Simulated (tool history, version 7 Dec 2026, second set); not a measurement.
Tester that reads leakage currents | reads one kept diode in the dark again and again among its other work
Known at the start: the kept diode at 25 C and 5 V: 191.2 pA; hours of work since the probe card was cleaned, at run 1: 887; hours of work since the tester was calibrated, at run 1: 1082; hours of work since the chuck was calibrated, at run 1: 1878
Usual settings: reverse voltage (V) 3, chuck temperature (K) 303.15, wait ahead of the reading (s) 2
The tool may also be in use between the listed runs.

run	hour	reverse voltage (V)	chuck temperature (K)	wait ahead of the reading (s)	hours of work since the probe card was cleaned	hours of work since the tester was calibrated	hours of work since the chuck was calibrated	current that the tester gives (pA)
1	0	3	303.15	2	887	1082	1878	303.93
# hour 112.4: chuck's temperature calibrated
2	216.5	3	303.15	1.71	986	1181	48	265.89
3	346.2	3	303.15	1.71	1046	1240	108	268.52
4	468.3	3	303.15	3.72	1102	1297	164	269.65
5	650.5	3	303.15	3.72	1186	1381	248	270.37
6	760.4	3	303.15	1.04	1237	1431	298	273.87
7	906	3	303.15	0.68	1304	1498	365	276.15
8	1122.8	3	303.15	2	1403	1598	465	277.78
# hour 1288.2: probe card cleaned and baked
9	1288.2	3	302.15	2	0	1673	540	248.75
10	1376.5	3	302.15	2	41	1713	580	249.49
11	1515	3	302.15	2	104	1777	644	251.5
12	1657.3	3	324.15	2	170	1843	710	1708.38
13	1806.7	3	324.15	2	239	1911	779	1708.35
14	1984.6	3	324.15	2	321	1993	860	1729.28
15	2193.9	3	324.15	2	417	2090	957	1739.64
16	2392.1	3	324.15	2	508	2181	1048	1765.34
17	2562.4	4.93	293.15	0.52	587	2259	1126	138.63
18	2729.6	3.56	304.15	2.67	663	2336	1203	342.73
19	2933.8	3.56	310.15	4.27	757	2430	1297	584.78
20	3120.8	16.85	303.15	6.33	844	2516	1383	561.87

Forecast each of these 3 alternatives for the next run:
A	3335.2	2.48	329.15	2.51	942	2615	1482	?
B	3335.2	3	303.15	1.43	942	2615	1482	?
C	3335.2	3	314.15	2	942	2615	1482	?

run	current that the tester gives (pA)
A	2529.84
B	302.23
C	797.29
Without the tool's hidden state the same runs would have given:
run	current that the tester gives (pA)
A	2223.72
B	256.74
C	690.15
